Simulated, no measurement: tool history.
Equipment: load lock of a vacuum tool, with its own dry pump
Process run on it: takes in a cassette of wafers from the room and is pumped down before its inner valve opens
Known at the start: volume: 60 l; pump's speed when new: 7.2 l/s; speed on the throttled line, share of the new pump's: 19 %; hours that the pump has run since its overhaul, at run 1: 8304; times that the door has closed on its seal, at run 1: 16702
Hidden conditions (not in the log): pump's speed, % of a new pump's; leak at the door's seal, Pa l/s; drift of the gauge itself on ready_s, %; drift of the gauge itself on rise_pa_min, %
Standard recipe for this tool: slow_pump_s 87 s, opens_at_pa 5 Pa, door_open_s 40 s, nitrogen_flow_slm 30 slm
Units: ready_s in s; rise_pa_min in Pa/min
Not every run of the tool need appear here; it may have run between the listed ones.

run	hour	slow_pump_s	opens_at_pa	door_open_s	nitrogen_flow_slm	hours that the pump has run since its overhaul	times that the door has closed on its seal	incoming humidity of the room's air, %	ready_s	rise_pa_min
1	0	87	5	40	30	8304	16702	45.5	174.9	0.109
2	68.9	161	5	40	30	8373	17026	44.7	231.1	0.109
3	176.3	87	5	40	30	8480	17532	44.4	176	0.117
4	281.3	87	5	40	30	8585	18026	46.7	175.1	0.118
5	445.3	87	5	40	30	8749	18797	45	174.3	0.123
6	521.9	87	5	40	30	8826	19158	46.8	175	0.132
7	632.4	87	5	40	30	8936	19678	48.4	173.8	0.131
8	782.1	87	5	40	30	9086	20382	43.6	174.2	0.14
9	871.6	87	5	40	30	9176	20803	46.9	176.6	0.145
10	957	102	5	40	30	9261	21205	48.2	185.8	0.147
11	1063.9	87	5	26	30	9368	21708	45.7	176.1	0.14
12	1183.2	87	5	26	30	9487	22270	44.9	179.1	0.155
13	1327.4	87	5	26	30	9631	22948	41.9	177.4	0.162
14	1405.7	87	5	26	30	9710	23317	47.7	178.3	0.163
# hour 1502.3: dry pump taken out, an overhauled one fitted
15	1522.6	87	5	40	30	20	23838	44.3	152.6	0.174
16	1686.9	87	5	40	30	185	24611	47	154.8	0.18
17	1815	87	5	40	30	313	25214	44.7	157	0.182
18	1955.8	87	5	147	30	453	25876	41.9	154.7	0.203
19	2112.4	87	5	147	30	610	26614	45.4	156	0.209
20	2210.1	158	10	131	30	708	27073	45.8	205.5	0.222
21	2334.8	158	10	25	40	832	27660	46.6	205.1	0.206
22	2485.6	87	8	40	26	983	28370	50.6	150.4	0.22
23	2603.3	87	8	40	26	1101	28923	42.2	153.7	0.223
24	2719.8	87	8	40	26	1217	29471	46.2	153.1	0.238
25	2795.1	146	4	40	30	1293	29826	44.1	206.4	0.239
26	2914.9	87	4	40	18	1413	30390	44.5	157.6	0.24
27	3007.6	87	6	40	30	1505	30826	46.4	153.4	0.253
28	3153.4	87	6	40	30	1651	31512	44.8	155.8	0.261
29	3305.7	87	5	49	43	1803	32228	48.7	158	0.259
30	3389	167	5	49	26	1887	32621	46.8	219.9	0.276
31	3475.9	87	4	40	30	1974	33029	45.3	160.1	0.272
32	3545.2	49	5	33	6	2043	33355	48.6	127.8	0.285
33	3655.8	49	5	33	6	2153	33876	43.4	128.9	0.305

Hidden condition of the tool, last listed run before each entry between runs versus first listed run after:
Run 14 -> run 15: dry pump taken out, an overhauled one fitted (hour 1502.3)
  pump's speed, % of a new pump's: 74.4 -> 99.6; leak at the door's seal, Pa l/s: 0.1498 -> 0.1553
  measured minus no-state result, ready_s: +23.6 -> +0.2 s; rise_pa_min: +0.149 -> +0.154 Pa/min
